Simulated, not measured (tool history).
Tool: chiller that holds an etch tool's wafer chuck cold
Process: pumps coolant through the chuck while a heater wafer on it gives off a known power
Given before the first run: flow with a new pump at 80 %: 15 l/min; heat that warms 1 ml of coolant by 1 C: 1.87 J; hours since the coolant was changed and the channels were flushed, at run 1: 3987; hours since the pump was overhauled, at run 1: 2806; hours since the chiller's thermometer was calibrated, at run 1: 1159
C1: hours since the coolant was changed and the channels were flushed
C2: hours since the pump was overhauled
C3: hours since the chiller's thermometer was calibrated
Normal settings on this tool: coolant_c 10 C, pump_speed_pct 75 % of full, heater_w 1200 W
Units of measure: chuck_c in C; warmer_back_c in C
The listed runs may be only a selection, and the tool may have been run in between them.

{"run": 1, "hour": 0.0, "coolant_c": 10, "pump_speed_pct": 75, "heater_w": 1200, "C1": 3987, "C2": 2806, "C3": 1159, "chuck_c": 23.8, "warmer_back_c": 2.88}
{"run": 2, "hour": 110.5, "coolant_c": 10, "pump_speed_pct": 75, "heater_w": 1200, "C1": 4097, "C2": 2917, "C3": 1270, "chuck_c": 24, "warmer_back_c": 2.87}
{"run": 3, "hour": 177.5, "coolant_c": 10, "pump_speed_pct": 98, "heater_w": 1200, "C1": 4164, "C2": 2984, "C3": 1337, "chuck_c": 21.5, "warmer_back_c": 2.15}
{"run": 4, "hour": 324.0, "coolant_c": 10, "pump_speed_pct": 98, "heater_w": 1200, "C1": 4311, "C2": 3130, "C3": 1483, "chuck_c": 21.5, "warmer_back_c": 2.15}
{"run": 5, "hour": 437.5, "coolant_c": 10, "pump_speed_pct": 98, "heater_w": 1200, "C1": 4424, "C2": 3244, "C3": 1597, "chuck_c": 21.5, "warmer_back_c": 2.18}
{"run": 6, "hour": 528.7, "coolant_c": 10, "pump_speed_pct": 75, "heater_w": 1144, "C1": 4515, "C2": 3335, "C3": 1688, "chuck_c": 23.5, "warmer_back_c": 2.76}
{"run": 7, "hour": 671.2, "coolant_c": 10, "pump_speed_pct": 69, "heater_w": 1144, "C1": 4658, "C2": 3477, "C3": 1831, "chuck_c": 24.4, "warmer_back_c": 3.03}
{"run": 8, "hour": 739.4, "coolant_c": 10, "pump_speed_pct": 69, "heater_w": 1144, "C1": 4726, "C2": 3546, "C3": 1899, "chuck_c": 24.3, "warmer_back_c": 3.04}
{"run": 9, "hour": 857.3, "coolant_c": 10, "pump_speed_pct": 69, "heater_w": 1144, "C1": 4844, "C2": 3663, "C3": 2017, "chuck_c": 24.4, "warmer_back_c": 3.05}
{"run": 10, "hour": 1004.9, "coolant_c": 10, "pump_speed_pct": 69, "heater_w": 1144, "C1": 4992, "C2": 3811, "C3": 2164, "chuck_c": 24.7, "warmer_back_c": 3.06}
{"run": 11, "hour": 1085.4, "coolant_c": 10, "pump_speed_pct": 69, "heater_w": 1144, "C1": 5072, "C2": 3892, "C3": 2245, "chuck_c": 24.7, "warmer_back_c": 3.04}
{"run": 12, "hour": 1156.4, "coolant_c": 10, "pump_speed_pct": 69, "heater_w": 1144, "C1": 5143, "C2": 3963, "C3": 2316, "chuck_c": 24.7, "warmer_back_c": 3.05}
{"run": 13, "hour": 1249.1, "coolant_c": 10, "pump_speed_pct": 75, "heater_w": 1420, "C1": 5236, "C2": 4055, "C3": 2408, "chuck_c": 27, "warmer_back_c": 3.45}
{"run": 14, "hour": 1363.5, "coolant_c": 10, "pump_speed_pct": 75, "heater_w": 1420, "C1": 5350, "C2": 4170, "C3": 2523, "chuck_c": 27.3, "warmer_back_c": 3.47}
{"run": 15, "hour": 1445.3, "coolant_c": 10, "pump_speed_pct": 68, "heater_w": 1200, "C1": 5432, "C2": 4251, "C3": 2605, "chuck_c": 25.8, "warmer_back_c": 3.26}
{"run": 16, "hour": 1519.3, "coolant_c": 10, "pump_speed_pct": 92, "heater_w": 1169, "C1": 5506, "C2": 4325, "C3": 2679, "chuck_c": 22.3, "warmer_back_c": 2.3}
{"run": 17, "hour": 1584.5, "coolant_c": 8, "pump_speed_pct": 92, "heater_w": 790, "C1": 5571, "C2": 4391, "C3": 2744, "chuck_c": 16.5, "warmer_back_c": 1.56}
{"run": 18, "hour": 1690.2, "coolant_c": 17, "pump_speed_pct": 99, "heater_w": 1397, "C1": 5677, "C2": 4496, "C3": 2849, "chuck_c": 31, "warmer_back_c": 2.53}
{"hour": 1744.5, "done": "coolant changed, channels flushed"}
{"run": 19, "hour": 1838.3, "coolant_c": 16, "pump_speed_pct": 66, "heater_w": 997, "C1": 94, "C2": 4638, "C3": 2992, "chuck_c": 27.9, "warmer_back_c": 2.84}
{"run": 20, "hour": 1932.1, "coolant_c": 16, "pump_speed_pct": 66, "heater_w": 997, "C1": 188, "C2": 4732, "C3": 3085, "chuck_c": 28, "warmer_back_c": 2.86}
{"run": 21, "hour": 2042.2, "coolant_c": 9, "pump_speed_pct": 82, "heater_w": 674, "C1": 298, "C2": 4842, "C3": 3196, "chuck_c": 16.2, "warmer_back_c": 1.46}
{"run": 22, "hour": 2140.4, "coolant_c": 10, "pump_speed_pct": 88, "heater_w": 1410, "C1": 396, "C2": 4941, "C3": 3294, "chuck_c": 23.6, "warmer_back_c": 2.93}
{"run": 23, "hour": 2213.9, "coolant_c": 11, "pump_speed_pct": 88, "heater_w": 1200, "C1": 469, "C2": 5014, "C3": 3367, "chuck_c": 22.8, "warmer_back_c": 2.47}
{"run": 24, "hour": 2331.1, "coolant_c": 12, "pump_speed_pct": 70, "heater_w": 1200, "C1": 587, "C2": 5131, "C3": 3484, "chuck_c": 26.1, "warmer_back_c": 3.18}
{"run": 25, "hour": 2474.7, "coolant_c": 12, "pump_speed_pct": 70, "heater_w": 1200, "C1": 730, "C2": 5275, "C3": 3628, "chuck_c": 26.3, "warmer_back_c": 3.19}
{"run": 26, "hour": 2575.9, "coolant_c": 12, "pump_speed_pct": 70, "heater_w": 1200, "C1": 831, "C2": 5376, "C3": 3729, "chuck_c": 26, "warmer_back_c": 3.2}

What if the next run were any one of these 3? Each begins from the tool's condition after run 26:
{"run": "A", "hour": 2675.7, "coolant_c": 18, "pump_speed_pct": 67, "heater_w": 644, "C1": 931, "C2": 5476, "C3": 3829, "chuck_c": "?", "warmer_back_c": "?"}
{"run": "B", "hour": 2675.7, "coolant_c": 12, "pump_speed_pct": 64, "heater_w": 1047, "C1": 931, "C2": 5476, "C3": 3829, "chuck_c": "?", "warmer_back_c": "?"}
{"run": "C", "hour": 2675.7, "coolant_c": 10, "pump_speed_pct": 75, "heater_w": 1213, "C1": 931, "C2": 5476, "C3": 3829, "chuck_c": "?", "warmer_back_c": "?"}

run=A chuck_c=26.1 warmer_back_c=1.8
run=B chuck_c=25.4 warmer_back_c=3.1
run=C chuck_c=23.7 warmer_back_c=3.01
With no hidden state in the tool, these same runs would have given:
run=A chuck_c=25 warmer_back_c=1.66
run=B chuck_c=23.9 warmer_back_c=2.86
run=C chuck_c=22.1 warmer_back_c=2.79

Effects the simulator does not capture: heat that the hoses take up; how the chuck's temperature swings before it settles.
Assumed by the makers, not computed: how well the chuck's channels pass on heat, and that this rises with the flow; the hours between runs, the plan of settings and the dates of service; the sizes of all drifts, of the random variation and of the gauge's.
